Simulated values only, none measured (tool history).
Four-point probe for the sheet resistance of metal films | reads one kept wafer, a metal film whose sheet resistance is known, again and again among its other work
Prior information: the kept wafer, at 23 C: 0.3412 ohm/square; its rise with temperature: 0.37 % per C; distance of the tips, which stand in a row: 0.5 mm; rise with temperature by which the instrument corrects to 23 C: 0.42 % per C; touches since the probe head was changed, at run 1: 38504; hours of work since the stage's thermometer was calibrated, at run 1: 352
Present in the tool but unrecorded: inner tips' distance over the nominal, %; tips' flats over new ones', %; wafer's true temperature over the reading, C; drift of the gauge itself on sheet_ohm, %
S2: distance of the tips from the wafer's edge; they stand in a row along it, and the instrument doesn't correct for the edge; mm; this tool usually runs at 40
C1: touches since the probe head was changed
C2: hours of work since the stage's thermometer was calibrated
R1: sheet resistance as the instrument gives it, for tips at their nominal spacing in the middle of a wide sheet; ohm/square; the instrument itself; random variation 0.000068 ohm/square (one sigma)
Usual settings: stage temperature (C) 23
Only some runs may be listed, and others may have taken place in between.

run 1 hour=0 | stage_temperature_(C)=23 S2=40 | C1=38504 C2=352 | R1=0.341319
run 2 hour=27.8 | stage_temperature_(C)=23 S2=40 | C1=39649 C2=367 | R1=0.341278
run 3 hour=54.3 | stage_temperature_(C)=23 S2=40 | C1=40742 C2=383 | R1=0.341257
run 4 hour=68.4 | stage_temperature_(C)=23 S2=40 | C1=41326 C2=391 | R1=0.341405
run 5 hour=81.5 | stage_temperature_(C)=23 S2=40 | C1=41866 C2=398 | R1=0.341148
run 6 hour=107 | stage_temperature_(C)=23 S2=39 | C1=42920 C2=412 | R1=0.341389
run 7 hour=132.8 | stage_temperature_(C)=23 S2=39 | C1=43981 C2=427 | R1=0.341283
run 8 hour=146.4 | stage_temperature_(C)=33 S2=40 | C1=44545 C2=435 | R1=0.33956
run 9 hour=170.1 | stage_temperature_(C)=33 S2=40 | C1=45521 C2=448 | R1=0.339642
run 10 hour=186.6 | stage_temperature_(C)=25 S2=40 | C1=46201 C2=458 | R1=0.341056
run 11 hour=211.9 | stage_temperature_(C)=25 S2=40 | C1=47247 C2=472 | R1=0.340873
run 12 hour=237.4 | stage_temperature_(C)=25 S2=40 | C1=48300 C2=487 | R1=0.340835
run 13 hour=264.4 | stage_temperature_(C)=23 S2=19 | C1=49413 C2=502 | R1=0.341384
run 14 hour=281.9 | stage_temperature_(C)=23 S2=19 | C1=50133 C2=512 | R1=0.341216
run 15 hour=301.1 | stage_temperature_(C)=22 S2=47 | C1=50928 C2=523 | R1=0.341423
run 16 hour=329.8 | stage_temperature_(C)=23 S2=4 | C1=52112 C2=539 | R1=0.344135
run 17 hour=351.4 | stage_temperature_(C)=19 S2=59 | C1=53000 C2=551 | R1=0.341845
run 18 hour=372.5 | stage_temperature_(C)=21 S2=40 | C1=53873 C2=563 | R1=0.34158
run 19 hour=401.2 | stage_temperature_(C)=20 S2=74 | C1=55055 C2=580 | R1=0.341772
run 20 hour=419 | stage_temperature_(C)=25 S2=5 | C1=55789 C2=590 | R1=0.342799
run 21 hour=441.8 | stage_temperature_(C)=25 S2=5 | C1=56731 C2=603 | R1=0.342564
run 22 hour=462.6 | stage_temperature_(C)=25 S2=5 | C1=57591 C2=614 | R1=0.342781
run 23 hour=474.8 | stage_temperature_(C)=25 S2=5 | C1=58093 C2=621 | R1=0.342644
run 24 hour=497.8 | stage_temperature_(C)=30 S2=9 | C1=59043 C2=634 | R1=0.340499
run 25 hour=512.8 | stage_temperature_(C)=30 S2=4 | C1=59661 C2=643 | R1=0.342902
run 26 hour=526.7 | stage_temperature_(C)=25 S2=3 | C1=60235 C2=651 | R1=0.345829
run 27 hour=545.2 | stage_temperature_(C)=25 S2=3 | C1=60997 C2=661 | R1=0.345858

What if the next run were any one of these 5? Each begins from the tool's condition after run 27:
run A hour=574.5 | stage_temperature_(C)=35 S2=47 | C1=62208 C2=678 | R1=?
run B hour=574.5 | stage_temperature_(C)=33 S2=16 | C1=62208 C2=678 | R1=?
run C hour=574.5 | stage_temperature_(C)=30 S2=7 | C1=62208 C2=678 | R1=?
run D hour=574.5 | stage_temperature_(C)=18 S2=6 | C1=62208 C2=678 | R1=?
run E hour=574.5 | stage_temperature_(C)=34 S2=18 | C1=62208 C2=678 | R1=?

run=A R1=0.339145
run=B R1=0.339755
run=C R1=0.341065
run=D R1=0.343433
run=E R1=0.33952
With no hidden state in the tool, these same runs would have given:
run=A R1=0.339104
run=B R1=0.339713
run=C R1=0.341023
run=D R1=0.343392
run=E R1=0.339479
